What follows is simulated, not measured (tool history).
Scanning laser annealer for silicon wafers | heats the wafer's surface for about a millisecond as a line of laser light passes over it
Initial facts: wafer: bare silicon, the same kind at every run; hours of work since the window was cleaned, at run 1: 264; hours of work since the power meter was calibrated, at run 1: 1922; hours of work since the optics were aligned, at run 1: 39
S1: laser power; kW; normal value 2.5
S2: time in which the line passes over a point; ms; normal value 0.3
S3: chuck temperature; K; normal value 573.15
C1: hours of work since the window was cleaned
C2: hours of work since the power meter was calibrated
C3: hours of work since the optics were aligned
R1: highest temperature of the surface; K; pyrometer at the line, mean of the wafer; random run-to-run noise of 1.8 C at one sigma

| run | hour | S1 | S2 | S3 | C1 | C2 | C3 | R1 |
|---|---|---|---|---|---|---|---|---|
| 1 | 0 | 2.5 | 0.3 | 573.15 | 264 | 1922 | 39 | 1342.15 |
| 2 | 41.1 | 2.5 | 0.3 | 573.15 | 296 | 1954 | 71 | 1339.15 |
| 3 | 97.5 | 2.5 | 0.3 | 573.15 | 339 | 1998 | 115 | 1340.15 |
| 4 | 169.6 | 2.25 | 0.3 | 573.15 | 395 | 2054 | 171 | 1238.15 |
| 5 | 216.2 | 2.5 | 0.3 | 573.15 | 431 | 2090 | 207 | 1333.15 |
| 6 | 286.2 | 2.5 | 0.3 | 573.15 | 485 | 2144 | 261 | 1325.15 |
| 7 | 342.9 | 2.5 | 0.3 | 573.15 | 529 | 2188 | 305 | 1330.15 |
|  | 357.3 | window over the wafer cleaned |
| 8 | 389.9 | 2.5 | 0.3 | 573.15 | 25 | 2223 | 339 | 1333.15 |
| 9 | 462.9 | 2.5 | 0.3 | 573.15 | 82 | 2279 | 396 | 1333.15 |
| 10 | 536.4 | 2.5 | 0.3 | 573.15 | 139 | 2336 | 453 | 1328.15 |
| 11 | 569.7 | 2.5 | 0.3 | 573.15 | 164 | 2362 | 479 | 1329.15 |
| 12 | 626.9 | 2.5 | 0.3 | 573.15 | 209 | 2406 | 523 | 1326.15 |
| 13 | 697.2 | 2.712 | 0.3 | 573.15 | 263 | 2460 | 577 | 1405.15 |
| 14 | 774.5 | 2.438 | 0.301 | 593.15 | 323 | 2520 | 637 | 1316.15 |
| 15 | 846.2 | 2.654 | 0.363 | 573.15 | 378 | 2576 | 693 | 1449.15 |
| 16 | 890.8 | 2.654 | 0.363 | 573.15 | 413 | 2610 | 727 | 1447.15 |
| 17 | 926.9 | 2.662 | 0.297 | 564.15 | 441 | 2638 | 755 | 1359.15 |

Forecast run 18:
| 18 | 997.8 | 2.146 | 0.3 | 571.15 | 496 | 2693 | 810 | ? |

{"run 18": {"R1": 1176.15}}
Had the tool carried no hidden state, the very same run would have given R1 1209.15 K.
